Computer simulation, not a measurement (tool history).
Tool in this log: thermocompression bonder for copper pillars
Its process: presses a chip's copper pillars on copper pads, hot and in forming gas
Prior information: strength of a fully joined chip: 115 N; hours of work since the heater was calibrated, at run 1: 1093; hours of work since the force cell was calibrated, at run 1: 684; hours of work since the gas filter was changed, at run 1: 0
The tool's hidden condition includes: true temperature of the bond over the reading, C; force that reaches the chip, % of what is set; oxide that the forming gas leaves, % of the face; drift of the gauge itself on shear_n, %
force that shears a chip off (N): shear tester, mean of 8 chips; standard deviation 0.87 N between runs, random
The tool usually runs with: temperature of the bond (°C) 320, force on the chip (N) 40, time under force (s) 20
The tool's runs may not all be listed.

run	hour	temperature of the bond (°C)	force on the chip (N)	time under force (s)	hours of work since the heater was calibrated	hours of work since the force cell was calibrated	hours of work since the gas filter was changed	force that shears a chip off (N)
1	0	320	40	20	1093	684	0	76.6
2	50.8	309	40	20	1119	710	26	68
3	128.9	309	40	20	1159	749	66	67.2
4	170.7	337	40	20	1180	771	87	84.1
5	268.6	337	40	20	1230	820	137	82.3
6	309.8	337	40	20	1251	841	158	82.7
7	356.5	337	40	20	1274	865	181	81.5
8	408.6	337	40	20	1301	892	208	78.6
# hour 417.1: heater calibrated with a thermocouple chip
9	456.1	320	40	20	20	915	231	73.4
10	499.5	320	40	20	42	937	253	72.1
# hour 549.6: forming gas filter changed
11	575.5	320	40	20	80	975	13	82.3
12	635.1	309	40	52	111	1006	44	91.9
13	680.5	320	26	20	134	1029	67	59.5
14	746.8	320	26	20	167	1062	100	60
15	805.8	320	26	20	198	1093	130	59.4
16	879.1	320	26	20	235	1130	168	58.7
17	921.1	320	26	20	256	1151	189	56.7
# hour 979.8: heater calibrated with a thermocouple chip, once more
18	1019.7	320	26	20	20	1200	238	46.6
19	1062.3	293	36	46	42	1222	260	58
# hour 1102: forming gas filter changed
20	1146.9	324	36	46	85	1265	23	87.4
21	1229.4	324	36	46	127	1307	65	82.3
22	1273.9	347	51	46	149	1329	87	103.5

Alternative continuations, all from the tool just after run 22; predict every row:
A	1335.4	320	29	18	181	1361	119	?
B	1335.4	342	35	24	181	1361	119	?
C	1335.4	339	25	27	181	1361	119	?
D	1335.4	345	51	46	181	1361	119	?
E	1335.4	347	37	46	181	1361	119	?

run	force that shears a chip off (N)
A	52.5
B	78.1
C	65.4
D	101
E	93.7
With no hidden state in the tool, these same runs would have given:
run	force that shears a chip off (N)
A	55.4
B	82.4
C	69
D	106.3
E	98.8

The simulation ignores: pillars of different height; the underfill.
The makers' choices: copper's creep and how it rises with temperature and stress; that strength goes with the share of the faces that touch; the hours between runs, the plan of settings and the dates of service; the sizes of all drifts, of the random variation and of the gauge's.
